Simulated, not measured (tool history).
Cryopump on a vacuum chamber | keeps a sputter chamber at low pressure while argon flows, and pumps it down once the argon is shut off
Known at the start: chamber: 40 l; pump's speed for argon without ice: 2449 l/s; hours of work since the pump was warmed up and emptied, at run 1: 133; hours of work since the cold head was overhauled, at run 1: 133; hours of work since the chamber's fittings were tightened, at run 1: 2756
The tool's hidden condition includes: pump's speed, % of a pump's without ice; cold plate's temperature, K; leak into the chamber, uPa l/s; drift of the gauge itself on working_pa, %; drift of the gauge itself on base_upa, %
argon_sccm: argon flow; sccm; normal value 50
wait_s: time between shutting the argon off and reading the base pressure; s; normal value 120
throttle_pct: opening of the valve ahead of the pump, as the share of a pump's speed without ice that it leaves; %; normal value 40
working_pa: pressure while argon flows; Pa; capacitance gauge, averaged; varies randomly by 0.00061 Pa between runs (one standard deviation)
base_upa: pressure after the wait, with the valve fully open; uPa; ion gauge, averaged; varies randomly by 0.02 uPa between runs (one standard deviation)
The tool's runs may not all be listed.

run,hour,argon_sccm,wait_s,throttle_pct,hours of work since the pump was warmed up and emptied,hours of work since the cold head was overhauled,hours of work since the chamber's fittings were tightened,working_pa,base_upa
1,0,50,120,40,133,133,2756,0.0887,1.27
2,13,50,120,40,139,139,2762,0.0881,1.33
3,31.8,50,120,40,146,146,2769,0.0894,1.31
4,43.7,50,120,40,151,151,2774,0.0898,1.36
5,55.1,50,120,40,156,156,2779,0.0907,1.33
6,72,50,120,40,163,163,2786,0.0898,1.35
7,84.2,50,120,40,168,168,2791,0.0901,1.3
8,102.5,37,120,40,176,176,2798,0.0671,1.36
9,113.9,37,120,40,180,180,2803,0.0666,1.34
10,132.2,37,120,40,188,188,2811,0.0669,1.4
11,149.3,37,120,40,195,195,2818,0.0669,1.37
12,160.1,37,120,40,199,199,2822,0.0677,1.4
13,174.2,37,120,40,205,205,2828,0.0673,1.37
14,184.7,30,120,40,209,209,2832,0.0552,1.39
15,200.3,30,120,40,216,216,2839,0.0553,1.38
16,210.5,50,120,40,220,220,2843,0.0909,1.43
17,227.8,50,120,20,227,227,2850,0.178,1.4
18,246.4,50,95,40,235,235,2858,0.0909,1.49
19,254,74,96,40,238,238,2861,0.1356,1.49

Expected results for the next run?
20,268.5,34,44,46,244,244,2867,?,?

working_pa: 0.0551 Pa
base_upa: 1.62 uPa
Were there no unlogged condition in the tool, this run, its random variation unchanged, would have produced working_pa 0.0513 Pa, base_upa 0.46 uPa.

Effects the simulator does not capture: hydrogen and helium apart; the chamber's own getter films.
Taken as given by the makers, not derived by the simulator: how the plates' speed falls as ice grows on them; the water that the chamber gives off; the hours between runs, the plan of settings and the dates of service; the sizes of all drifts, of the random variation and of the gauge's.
